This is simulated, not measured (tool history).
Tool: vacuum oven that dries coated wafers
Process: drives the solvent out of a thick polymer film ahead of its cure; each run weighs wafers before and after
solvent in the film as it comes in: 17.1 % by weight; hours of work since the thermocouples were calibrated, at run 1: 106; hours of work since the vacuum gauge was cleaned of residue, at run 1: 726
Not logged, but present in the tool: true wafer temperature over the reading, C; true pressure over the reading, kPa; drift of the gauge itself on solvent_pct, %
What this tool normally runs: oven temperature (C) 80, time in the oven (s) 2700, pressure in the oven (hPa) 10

run	hour	oven temperature (C)	time in the oven (s)	pressure in the oven (hPa)	hours of work since the thermocouples were calibrated	hours of work since the vacuum gauge was cleaned of residue	solvent left in the film (%)
1	0	80	2700	10	106	726	0.77
2	28	80	2700	10	125	745	0.8
3	55.7	80	2700	10	143	763	0.79
4	104.6	80	2700	10	176	796	0.82
5	150.8	72	2700	10	207	827	2.33
6	173.9	80	2700	19.9	222	842	0.95
7	212.5	80	2700	19.9	248	868	0.92
8	261	80	2700	19.9	281	900	1
9	304.5	80	2700	19.9	310	929	0.96
10	341.8	80	2700	19.9	334	954	0.97
11	373.1	80	2700	19.9	355	975	1.02
12	414.5	80	2700	19.9	383	1003	0.99
13	463.7	80	2700	10	416	1036	0.75
14	501.6	80	2700	10	441	1061	0.74
15	540.1	80	3240	10	467	1087	0.48
16	578.2	80	1320	10	492	1112	3.04
17	619.8	80	1320	10	520	1140	3.15
18	640.3	80	1320	10	534	1154	3.09
19	674.1	80	2700	10	556	1176	0.9
20	695.5	80	2700	31.8	571	1191	1.24
21	716.2	80	2700	31.8	585	1204	1.17
22	747.5	80	2700	10	606	1225	0.8
# hour 772.9: oven's thermocouples calibrated
23	787.8	80	2700	10	10	1251	0.88
24	826.2	72	3060	5	36	1277	1.97
# hour 857.9: oven's thermocouples calibrated, once more
25	879.2	80	4440	12.2	14	1311	0.39
26	908.2	80	4440	12.2	34	1330	0.38
27	946.1	69	2460	10	59	1355	3.71
28	980.4	69	3300	5.3	82	1378	2.34
29	1030.3	71	3300	8.5	115	1412	1.99
30	1068	82	1560	30.9	140	1437	2.3
31	1093	72	1740	38	157	1453	4.92
32	1129.5	72	1740	38	181	1478	4.9
33	1174.3	78	2460	10	211	1508	1.4
34	1211.6	94	4620	10	236	1533	0.2
35	1248	80	1440	10	261	1557	2.89
36	1294.5	72	3420	6.5	292	1588	1.61
37	1339.7	68	3120	8	322	1618	3.12
38	1381.6	68	3120	8	350	1646	3.05
39	1403.8	82	2700	34.3	365	1661	1.05
40	1449.1	90	3600	8.5	395	1691	0.16
41	1472.9	68	3600	17.2	411	1707	2.75
42	1516.2	68	3600	17.2	440	1736	2.79
43	1565.9	94	2700	28.9	473	1769	0.36

4 options for the next run, each taken on its own from the tool as it stands now. Forecast them:
A	1586.7	81	2700	5.8	487	1783	?
B	1586.7	83	2160	28.9	487	1783	?
C	1586.7	80	2700	12.1	487	1783	?
D	1586.7	67	3840	8	487	1783	?

run	solvent left in the film (%)
A	0.72
B	1.23
C	1.04
D	2.62
With the hidden condition removed and each run's random variation left untouched, the same runs would have given:
run	solvent left in the film (%)
A	0.48
B	0.97
C	0.77
D	2.16
